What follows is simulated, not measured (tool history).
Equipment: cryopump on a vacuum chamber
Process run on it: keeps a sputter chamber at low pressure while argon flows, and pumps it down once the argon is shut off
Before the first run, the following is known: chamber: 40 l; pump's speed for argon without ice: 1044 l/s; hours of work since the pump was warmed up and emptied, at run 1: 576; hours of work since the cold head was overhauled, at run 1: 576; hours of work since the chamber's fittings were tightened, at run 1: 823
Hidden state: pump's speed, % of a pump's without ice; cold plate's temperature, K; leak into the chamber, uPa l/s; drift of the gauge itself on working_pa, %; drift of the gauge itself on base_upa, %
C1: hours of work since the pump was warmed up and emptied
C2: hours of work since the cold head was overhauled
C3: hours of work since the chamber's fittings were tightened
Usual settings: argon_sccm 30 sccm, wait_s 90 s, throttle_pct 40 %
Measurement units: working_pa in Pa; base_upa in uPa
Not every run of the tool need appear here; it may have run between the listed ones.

Run 1, hour 0.0: usual settings; C1 576; C2 576; C3 823. Result: working_pa 0.1301 Pa, base_upa 3.82 uPa.
Run 2, hour 20.5: usual settings; C1 587; C2 587; C3 835. Result: working_pa 0.1294 Pa, base_upa 3.72 uPa.
Run 3, hour 36.2: usual settings; C1 596; C2 596; C3 844. Result: working_pa 0.1299 Pa, base_upa 3.98 uPa.
Run 4, hour 58.0: usual settings; C1 609; C2 609; C3 857. Result: working_pa 0.1304 Pa, base_upa 3.95 uPa.
Run 5, hour 74.0: usual settings; C1 618; C2 618; C3 866. Result: working_pa 0.1302 Pa, base_upa 4.14 uPa.
Run 6, hour 96.2: usual settings; C1 631; C2 631; C3 878. Result: working_pa 0.1306 Pa, base_upa 3.86 uPa.
Run 7, hour 114.2: usual settings; C1 641; C2 641; C3 889. Result: working_pa 0.1299 Pa, base_upa 4.03 uPa.
Run 8, hour 140.5: usual settings; C1 656; C2 656; C3 904. Result: working_pa 0.1310 Pa, base_upa 4.05 uPa.
Run 9, hour 158.3: usual settings; C1 666; C2 666; C3 914. Result: working_pa 0.1316 Pa, base_upa 4.11 uPa.
Run 10, hour 184.1: usual settings; C1 681; C2 681; C3 929. Result: working_pa 0.1314 Pa, base_upa 4.32 uPa.
Run 11, hour 209.3: usual settings; C1 695; C2 695; C3 943. Result: working_pa 0.1306 Pa, base_upa 4.34 uPa.
Run 12, hour 235.0: usual settings; C1 710; C2 710; C3 958. Result: working_pa 0.1316 Pa, base_upa 4.40 uPa.
Run 13, hour 258.5: usual settings; C1 723; C2 723; C3 971. Result: working_pa 0.1318 Pa, base_upa 4.35 uPa.
Run 14, hour 281.7: usual settings; C1 737; C2 737; C3 984. Result: working_pa 0.1312 Pa, base_upa 4.41 uPa.
Run 15, hour 301.5: usual settings; C1 748; C2 748; C3 996. Result: working_pa 0.1326 Pa, base_upa 4.55 uPa.
Run 16, hour 313.4: usual settings but throttle_pct 24 %; C1 755; C2 755; C3 1002. Result: working_pa 0.2137 Pa, base_upa 4.46 uPa.
Run 17, hour 338.2: usual settings but throttle_pct 24 %; C1 769; C2 769; C3 1017. Result: working_pa 0.2141 Pa, base_upa 4.55 uPa.
Run 18, hour 359.8: usual settings but throttle_pct 24 %; C1 781; C2 781; C3 1029. Result: working_pa 0.2145 Pa, base_upa 4.59 uPa.
Run 19, hour 373.0: usual settings but throttle_pct 24 %; C1 789; C2 789; C3 1036. Result: working_pa 0.2122 Pa, base_upa 4.74 uPa.
Run 20, hour 384.6: usual settings but throttle_pct 24 %; C1 795; C2 795; C3 1043. Result: working_pa 0.2142 Pa, base_upa 4.70 uPa.
Run 21, hour 397.3: usual settings but argon_sccm 34 sccm, throttle_pct 18 %; C1 802; C2 802; C3 1050. Result: working_pa 0.3187 Pa, base_upa 4.77 uPa.
Run 22, hour 418.6: usual settings but argon_sccm 34 sccm, wait_s 73 s, throttle_pct 21 %; C1 815; C2 815; C3 1062. Result: working_pa 0.2752 Pa, base_upa 4.88 uPa.
Run 23, hour 437.8: usual settings but argon_sccm 34 sccm, wait_s 73 s, throttle_pct 21 %; C1 826; C2 826; C3 1073. Result: working_pa 0.2799 Pa, base_upa 4.95 uPa.
Run 24, hour 463.8: usual settings but argon_sccm 34 sccm, wait_s 73 s, throttle_pct 29 %; C1 840; C2 840; C3 1088. Result: working_pa 0.2038 Pa, base_upa 5.11 uPa.
Run 25, hour 475.2: usual settings but argon_sccm 28 sccm, wait_s 160 s, throttle_pct 41 %; C1 847; C2 847; C3 1095. Result: working_pa 0.1224 Pa, base_upa 4.51 uPa.
Run 26, hour 488.4: usual settings but argon_sccm 60 sccm; C1 855; C2 855; C3 1102. Result: working_pa 0.2675 Pa, base_upa 5.01 uPa.
Run 27, hour 514.5: usual settings but argon_sccm 60 sccm; C1 869; C2 869; C3 1117. Result: working_pa 0.2675 Pa, base_upa 5.01 uPa.
Run 28, hour 534.7: usual settings but argon_sccm 60 sccm; C1 881; C2 881; C3 1129. Result: working_pa 0.2686 Pa, base_upa 4.96 uPa.
Run 29, hour 556.2: usual settings but argon_sccm 38 sccm, throttle_pct 23 %; C1 893; C2 893; C3 1141. Result: working_pa 0.2832 Pa, base_upa 5.09 uPa.
Run 30, hour 581.8: usual settings but argon_sccm 35 sccm, throttle_pct 15 %; C1 908; C2 908; C3 1156. Result: working_pa 0.3943 Pa, base_upa 5.27 uPa.
Run 31, hour 603.1: usual settings but argon_sccm 56 sccm, throttle_pct 33 %; C1 920; C2 920; C3 1168. Result: working_pa 0.3016 Pa, base_upa 5.21 uPa.
Run 32, hour 628.7: usual settings but argon_sccm 59 sccm, wait_s 38 s, throttle_pct 16 %; C1 935; C2 935; C3 1182. Result: working_pa 0.6207 Pa, base_upa 6.59 uPa.
Run 33, hour 650.1: usual settings but argon_sccm 59 sccm, wait_s 40 s, throttle_pct 32 %; C1 947; C2 947; C3 1195. Result: working_pa 0.3257 Pa, base_upa 6.48 uPa.
Run 34, hour 668.4: usual settings but argon_sccm 59 sccm, wait_s 40 s, throttle_pct 45 %; C1 957; C2 957; C3 1205. Result: working_pa 0.2385 Pa, base_upa 6.59 uPa.

4 options for the next run, each taken on its own from the tool as it stands now. Forecast them:
Run A, hour 689.9: usual settings but argon_sccm 22 sccm, wait_s 40 s, throttle_pct 28 %; C1 969; C2 969; C3 1217. Result: working_pa ?, base_upa ?.
Run B, hour 689.9: usual settings but argon_sccm 59 sccm, wait_s 72 s, throttle_pct 43 %; C1 969; C2 969; C3 1217. Result: working_pa ?, base_upa ?.
Run C, hour 689.9: usual settings but wait_s 71 s; C1 969; C2 969; C3 1217. Result: working_pa ?, base_upa ?.
Run D, hour 689.9: usual settings but argon_sccm 36 sccm, wait_s 297 s; C1 969; C2 969; C3 1217. Result: working_pa ?, base_upa ?.

run  working_pa  base_upa
  A      0.1378      6.57
  B      0.2513      5.76
  C      0.1359      5.61
  D      0.1629      4.91
Without the tool's hidden state the same runs would have given:
run  working_pa  base_upa
  A      0.1271      2.25
  B      0.2223      1.38
  C      0.1213      1.36
  D      0.1453      0.53
